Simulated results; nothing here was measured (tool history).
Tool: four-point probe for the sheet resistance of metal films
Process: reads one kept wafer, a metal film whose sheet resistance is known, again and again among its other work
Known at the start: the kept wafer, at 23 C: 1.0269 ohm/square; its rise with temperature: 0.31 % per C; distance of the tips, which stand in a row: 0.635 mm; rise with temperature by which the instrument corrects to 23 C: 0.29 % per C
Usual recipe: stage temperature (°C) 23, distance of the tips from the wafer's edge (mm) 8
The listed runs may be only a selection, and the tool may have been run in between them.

| run | hour | stage temperature (°C) | distance of the tips from the wafer's edge (mm) | sheet resistance as the instrument gives it (ohm/square) |
|---|---|---|---|---|
| 1 | 0.0 | 23 | 8 | 1.037248 |
| 2 | 20.8 | 19 | 8 | 1.036208 |
| 3 | 38.0 | 30 | 8 | 1.038526 |
| 4 | 53.2 | 30 | 8 | 1.038465 |
| 5 | 73.7 | 23 | 10 | 1.036149 |
| 6 | 94.7 | 23 | 10 | 1.036282 |
| 7 | 114.9 | 23 | 10 | 1.036290 |
| 8 | 134.2 | 23 | 7 | 1.038230 |
| 9 | 154.6 | 23 | 7 | 1.039031 |
| 10 | 168.9 | 23 | 7 | 1.038792 |
|  | 170.7 | stage's thermometer calibrated |
| 11 | 191.8 | 23 | 7 | 1.038517 |
| 12 | 212.5 | 19 | 7 | 1.038097 |
| 13 | 237.2 | 19 | 7 | 1.038098 |
|  | 263.0 | new probe head fitted |
| 14 | 263.0 | 19 | 10 | 1.026808 |
| 15 | 274.7 | 19 | 5 | 1.033358 |
| 16 | 288.9 | 19 | 5 | 1.033254 |
|  | 305.3 | stage's thermometer calibrated, once more |
| 17 | 310.8 | 20 | 11 | 1.026974 |
| 18 | 323.4 | 23 | 15 | 1.026851 |
| 19 | 338.8 | 23 | 6 | 1.032142 |
| 20 | 354.0 | 23 | 6 | 1.032282 |
| 21 | 368.9 | 23 | 6 | 1.032474 |
| 22 | 384.9 | 19 | 36 | 1.025206 |
| 23 | 407.6 | 19 | 36 | 1.025645 |

Alternative continuations, all from the tool just after run 23; predict every row:
| A | 419.4 | 27 | 36 | ? |
| B | 419.4 | 27 | 3 | ? |
| C | 419.4 | 20 | 8 | ? |

| run | sheet resistance as the instrument gives it (ohm/square) |
|---|---|
| A | 1.027285 |
| B | 1.051021 |
| C | 1.028558 |
Take away the tool's hidden state, keep each run's random variation, and the runs would have read:
| run | sheet resistance as the instrument gives it (ohm/square) |
|---|---|
| A | 1.027993 |
| B | 1.051744 |
| C | 1.029267 |
